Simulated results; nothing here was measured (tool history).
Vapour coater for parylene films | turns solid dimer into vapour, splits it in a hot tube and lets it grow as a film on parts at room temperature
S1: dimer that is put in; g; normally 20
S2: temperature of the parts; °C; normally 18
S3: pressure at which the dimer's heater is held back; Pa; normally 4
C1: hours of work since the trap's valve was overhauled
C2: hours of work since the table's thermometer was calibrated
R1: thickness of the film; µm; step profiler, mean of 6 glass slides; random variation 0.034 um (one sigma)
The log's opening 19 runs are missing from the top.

| run | hour | S1 | S2 | S3 | C1 | C2 | R1 |
|---|---|---|---|---|---|---|---|
| 20 | 770.1 | 20 | 12 | 9.65 | 459 | 1327 | 3.18 |
| 21 | 802.6 | 18 | 18 | 4 | 483 | 1351 | 2.91 |
| 22 | 837.9 | 21 | 18 | 5.09 | 509 | 1377 | 3.23 |
| 23 | 888.4 | 31 | 29 | 3.06 | 546 | 1414 | 3.94 |
| 24 | 925.7 | 21 | 18 | 4 | 573 | 1441 | 3.39 |
| 25 | 953.7 | 20 | 18 | 5.69 | 593 | 1462 | 2.93 |
| 26 | 987.5 | 10 | 20 | 4 | 618 | 1487 | 1.51 |
|  | 1009.8 | trap's valve overhauled |
| 27 | 1040.5 | 13 | 22 | 10.78 | 22 | 1522 | 1.67 |
| 28 | 1092 | 16 | 16 | 4 | 60 | 1560 | 2.94 |
| 29 | 1135.3 | 16 | 23 | 4 | 92 | 1592 | 2.4 |
| 30 | 1157.5 | 9 | 20 | 7.72 | 108 | 1608 | 1.27 |
| 31 | 1203.5 | 11 | 20 | 7.72 | 142 | 1642 | 1.58 |
| 32 | 1226.7 | 11 | 20 | 7.72 | 159 | 1659 | 1.54 |
| 33 | 1268.2 | 11 | 15 | 6.21 | 189 | 1689 | 1.85 |
| 34 | 1305.7 | 13 | 22 | 4.95 | 217 | 1717 | 1.92 |
| 35 | 1346.2 | 20 | 16 | 2.18 | 246 | 1746 | 4.08 |
| 36 | 1387.9 | 20 | 16 | 2.18 | 277 | 1777 | 4.01 |
| 37 | 1420.5 | 20 | 16 | 2.18 | 301 | 1801 | 4.11 |
| 38 | 1448.5 | 20 | 24 | 10.96 | 321 | 1821 | 2.3 |
| 39 | 1483.5 | 20 | 24 | 10.96 | 347 | 1847 | 2.27 |
| 40 | 1516.3 | 10 | 27 | 4.1 | 371 | 1871 | 1.3 |
| 41 | 1565.2 | 10 | 27 | 4.1 | 407 | 1907 | 1.31 |

Branching from run 41: 4 alternative next runs. What would each branch give?
| A | 1606.8 | 10 | 27 | 4.1 | 437 | 1937 | ? |
| B | 1606.8 | 10 | 20 | 4.1 | 437 | 1937 | ? |
| C | 1606.8 | 20 | 16 | 4 | 437 | 1937 | ? |
| D | 1606.8 | 31 | 18 | 4 | 437 | 1937 | ? |

| run | R1 |
|---|---|
| A | 1.25 |
| B | 1.59 |
| C | 3.43 |
| D | 5.11 |
With the hidden condition removed and each run's random variation left untouched, the same runs would have given:
| run | R1 |
|---|---|
| A | 1.33 |
| B | 1.68 |
| C | 3.63 |
| D | 5.41 |
